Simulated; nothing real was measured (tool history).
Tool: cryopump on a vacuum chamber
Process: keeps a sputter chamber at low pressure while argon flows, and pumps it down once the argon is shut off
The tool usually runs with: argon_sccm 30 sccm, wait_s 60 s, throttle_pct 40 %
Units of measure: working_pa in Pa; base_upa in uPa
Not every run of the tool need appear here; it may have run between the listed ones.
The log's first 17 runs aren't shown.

Run 18, hour 1331.8: usual settings but argon_sccm 49 sccm, wait_s 49 s, throttle_pct 33 %. Result: working_pa 0.1599 Pa, base_upa 2.64 uPa.
Run 19, hour 1383.2: usual settings but argon_sccm 15 sccm, throttle_pct 37 %. Result: working_pa 0.0448 Pa, base_upa 2.32 uPa.
Run 20, hour 1492.8: usual settings but argon_sccm 16 sccm. Result: working_pa 0.0425 Pa, base_upa 2.48 uPa.
Run 21, hour 1554.9: usual settings but wait_s 155 s, throttle_pct 19 %. Result: working_pa 0.167 Pa, base_upa 1.6 uPa.
Run 22, hour 1641.2: usual settings but argon_sccm 59 sccm, wait_s 262 s, throttle_pct 24 %. Result: working_pa 0.2627 Pa, base_upa 1.44 uPa.
Run 23, hour 1690.4: usual settings but argon_sccm 59 sccm, wait_s 262 s, throttle_pct 24 %. Result: working_pa 0.2632 Pa, base_upa 1.48 uPa.
Run 24, hour 1775.1: usual settings but argon_sccm 58 sccm, wait_s 232 s, throttle_pct 30 %. Result: working_pa 0.2139 Pa, base_upa 1.58 uPa.
At hour 1789.6: pump warmed up, emptied and cooled again.
Run 25, hour 1867.6: usual settings but wait_s 255 s, throttle_pct 20 %. Result: working_pa 0.1506 Pa, base_upa 1.3 uPa.
Run 26, hour 1949.3: usual settings but wait_s 255 s, throttle_pct 20 %. Result: working_pa 0.1532 Pa, base_upa 1.26 uPa.
Run 27, hour 2020.1: usual settings but wait_s 97 s, throttle_pct 60 %. Result: working_pa 0.051 Pa, base_upa 1.85 uPa.
Run 28, hour 2101: usual settings but argon_sccm 15 sccm, wait_s 217 s, throttle_pct 24 %. Result: working_pa 0.0636 Pa, base_upa 1.44 uPa.
Run 29, hour 2203: usual settings but wait_s 92 s, throttle_pct 37 %. Result: working_pa 0.0843 Pa, base_upa 1.98 uPa.

Forecast run 30:
Run 30, hour 2261.2: usual settings but wait_s 79 s, throttle_pct 33 %. Result: working_pa ?, base_upa ?.

working_pa: 0.0928 Pa
base_upa: 2.11 uPa
Without the tool's hidden state the same run would have given working_pa 0.0898 Pa, base_upa 1.19 uPa.
